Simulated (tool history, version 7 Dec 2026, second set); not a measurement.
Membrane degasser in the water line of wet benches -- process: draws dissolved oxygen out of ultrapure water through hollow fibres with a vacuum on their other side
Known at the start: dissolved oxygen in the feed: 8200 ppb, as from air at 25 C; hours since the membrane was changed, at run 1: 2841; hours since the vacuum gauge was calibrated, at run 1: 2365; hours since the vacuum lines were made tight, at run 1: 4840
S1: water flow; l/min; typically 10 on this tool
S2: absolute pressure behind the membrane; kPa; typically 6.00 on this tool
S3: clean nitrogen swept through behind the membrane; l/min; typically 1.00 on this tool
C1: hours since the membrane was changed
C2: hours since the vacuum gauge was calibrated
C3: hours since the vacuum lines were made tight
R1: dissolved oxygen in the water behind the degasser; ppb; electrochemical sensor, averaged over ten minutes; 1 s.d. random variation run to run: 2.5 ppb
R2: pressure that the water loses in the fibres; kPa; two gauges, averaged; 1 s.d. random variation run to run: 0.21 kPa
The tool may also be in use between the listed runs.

{"run": 1, "day": 0.0, "S1": 10, "S2": 6.0, "S3": 1.0, "C1": 2841, "C2": 2365, "C3": 4840, "R1": 254.1, "R2": 47.14}
{"run": 2, "day": 1.292, "S1": 10, "S2": 6.0, "S3": 1.0, "C1": 2872, "C2": 2396, "C3": 4871, "R1": 255.9, "R2": 47.07}
{"run": 3, "day": 3.383, "S1": 10, "S2": 6.0, "S3": 1.0, "C1": 2922, "C2": 2446, "C3": 4921, "R1": 254.6, "R2": 46.9}
{"run": 4, "day": 6.212, "S1": 10, "S2": 6.0, "S3": 1.0, "C1": 2990, "C2": 2514, "C3": 4989, "R1": 253.5, "R2": 46.94}
{"run": 5, "day": 7.804, "S1": 10, "S2": 6.0, "S3": 1.0, "C1": 3028, "C2": 2552, "C3": 5027, "R1": 252.9, "R2": 47.36}
{"run": 6, "day": 10.371, "S1": 10, "S2": 6.0, "S3": 1.0, "C1": 3090, "C2": 2614, "C3": 5089, "R1": 257.7, "R2": 47.32}
{"run": 7, "day": 12.538, "S1": 10, "S2": 6.0, "S3": 1.0, "C1": 3142, "C2": 2666, "C3": 5141, "R1": 254.5, "R2": 47.42}
{"run": 8, "day": 14.362, "S1": 15, "S2": 6.0, "S3": 1.0, "C1": 3186, "C2": 2710, "C3": 5185, "R1": 385.1, "R2": 71.56}
{"run": 9, "day": 17.267, "S1": 15, "S2": 6.0, "S3": 1.0, "C1": 3256, "C2": 2779, "C3": 5254, "R1": 381.7, "R2": 70.88}
{"run": 10, "day": 18.579, "S1": 15, "S2": 6.0, "S3": 1.0, "C1": 3287, "C2": 2811, "C3": 5286, "R1": 384.2, "R2": 70.43}
{"run": 11, "day": 20.783, "S1": 10, "S2": 6.0, "S3": 1.0, "C1": 3340, "C2": 2864, "C3": 5339, "R1": 251.8, "R2": 47.43}
{"run": 12, "day": 22.75, "S1": 10, "S2": 6.0, "S3": 1.0, "C1": 3387, "C2": 2911, "C3": 5386, "R1": 252.8, "R2": 47.0}
{"run": 13, "day": 25.171, "S1": 10, "S2": 6.0, "S3": 1.0, "C1": 3445, "C2": 2969, "C3": 5444, "R1": 259.2, "R2": 47.31}
{"run": 14, "day": 27.825, "S1": 10, "S2": 6.0, "S3": 1.0, "C1": 3509, "C2": 3033, "C3": 5508, "R1": 257.5, "R2": 46.89}
{"run": 15, "day": 29.133, "S1": 10, "S2": 6.0, "S3": 1.0, "C1": 3540, "C2": 3064, "C3": 5539, "R1": 259.2, "R2": 47.11}
{"run": 16, "day": 30.617, "S1": 10, "S2": 6.0, "S3": 1.0, "C1": 3576, "C2": 3100, "C3": 5575, "R1": 255.6, "R2": 47.43}
{"run": 17, "day": 32.842, "S1": 12, "S2": 3.65, "S3": 1.45, "C1": 3629, "C2": 3153, "C3": 5628, "R1": 243.1, "R2": 57.27}
{"run": 18, "day": 34.183, "S1": 12, "S2": 5.73, "S3": 2.45, "C1": 3662, "C2": 3185, "C3": 5660, "R1": 263.8, "R2": 56.58}
{"day": 34.45, "done": "vacuum gauge calibrated"}
{"run": 19, "day": 35.862, "S1": 12, "S2": 5.73, "S3": 2.45, "C1": 3701, "C2": 34, "C3": 5700, "R1": 264.9, "R2": 57.11}
{"run": 20, "day": 37.692, "S1": 10, "S2": 12.58, "S3": 1.0, "C1": 3745, "C2": 78, "C3": 5744, "R1": 404.3, "R2": 47.37}
{"run": 21, "day": 40.162, "S1": 10, "S2": 13.52, "S3": 1.0, "C1": 3804, "C2": 137, "C3": 5803, "R1": 420.1, "R2": 47.4}
{"run": 22, "day": 41.488, "S1": 10, "S2": 13.52, "S3": 1.0, "C1": 3836, "C2": 169, "C3": 5835, "R1": 431.6, "R2": 47.38}
{"run": 23, "day": 42.917, "S1": 15, "S2": 4.48, "S3": 0.49, "C1": 3871, "C2": 203, "C3": 5870, "R1": 378.1, "R2": 70.75}
{"run": 24, "day": 45.438, "S1": 8, "S2": 9.98, "S3": 0.67, "C1": 3931, "C2": 264, "C3": 5930, "R1": 336.3, "R2": 37.56}
{"run": 25, "day": 47.292, "S1": 9, "S2": 5.36, "S3": 2.95, "C1": 3976, "C2": 308, "C3": 5975, "R1": 184.9, "R2": 42.54}
{"day": 47.958, "done": "vacuum gauge calibrated, once more"}
{"run": 26, "day": 50.192, "S1": 11, "S2": 6.0, "S3": 1.0, "C1": 4045, "C2": 54, "C3": 6044, "R1": 282.5, "R2": 52.74}
{"run": 27, "day": 52.462, "S1": 6, "S2": 9.94, "S3": 0.56, "C1": 4099, "C2": 108, "C3": 6098, "R1": 269.3, "R2": 28.6}
{"run": 28, "day": 54.033, "S1": 9, "S2": 8.49, "S3": 1.33, "C1": 4137, "C2": 146, "C3": 6136, "R1": 252.1, "R2": 42.94}
{"run": 29, "day": 56.854, "S1": 10, "S2": 9.7, "S3": 1.0, "C1": 4205, "C2": 214, "C3": 6204, "R1": 341.0, "R2": 47.57}
{"run": 30, "day": 58.804, "S1": 10, "S2": 4.06, "S3": 0.96, "C1": 4251, "C2": 260, "C3": 6250, "R1": 214.7, "R2": 47.29}
{"run": 31, "day": 60.762, "S1": 12, "S2": 13.33, "S3": 0.96, "C1": 4298, "C2": 307, "C3": 6297, "R1": 506.6, "R2": 57.37}
{"run": 32, "day": 63.708, "S1": 12, "S2": 13.33, "S3": 0.96, "C1": 4369, "C2": 378, "C3": 6368, "R1": 508.5, "R2": 57.23}

Below, some changes in R1 between adjacent runs. For each, the amount present without the hidden state too (settings, incoming material, random variation) and the amount remaining for the hidden state with gauge scatter not shared by both compared results:
Hidden conditions of the tool in this case: membrane still open, %; true pressure behind the membrane over the reading, kPa; air that leaks in behind the membrane, l/min; drift of the gauge itself on oxygen_ppb, %; drift of the gauge itself on loss_of_pressure_kpa, %.
Run 19 -> 20: S1 12 -> 10, S2 5.73 -> 12.58, S3 2.45 -> 1.00. R1 +139.4 ppb: hidden state +3.5, all else +135.9.
Run 22 -> 23: S1 10 -> 15, S2 13.52 -> 4.48, S3 1.00 -> 0.49. R1 -53.5 ppb: hidden state +5.4, all else -58.9.
Run 23 -> 24: S1 15 -> 8, S2 4.48 -> 9.98, S3 0.49 -> 0.67. R1 -41.8 ppb: hidden state -6.4, all else -35.4.
Run 24 -> 25: S1 8 -> 9, S2 9.98 -> 5.36, S3 0.67 -> 2.95. R1 -151.4 ppb: hidden state -5.8, all else -145.6.
Run 30 -> 31: S1 10 -> 12, S2 4.06 -> 13.33. R1 +291.9 ppb: hidden state +5.3, all else +286.6.

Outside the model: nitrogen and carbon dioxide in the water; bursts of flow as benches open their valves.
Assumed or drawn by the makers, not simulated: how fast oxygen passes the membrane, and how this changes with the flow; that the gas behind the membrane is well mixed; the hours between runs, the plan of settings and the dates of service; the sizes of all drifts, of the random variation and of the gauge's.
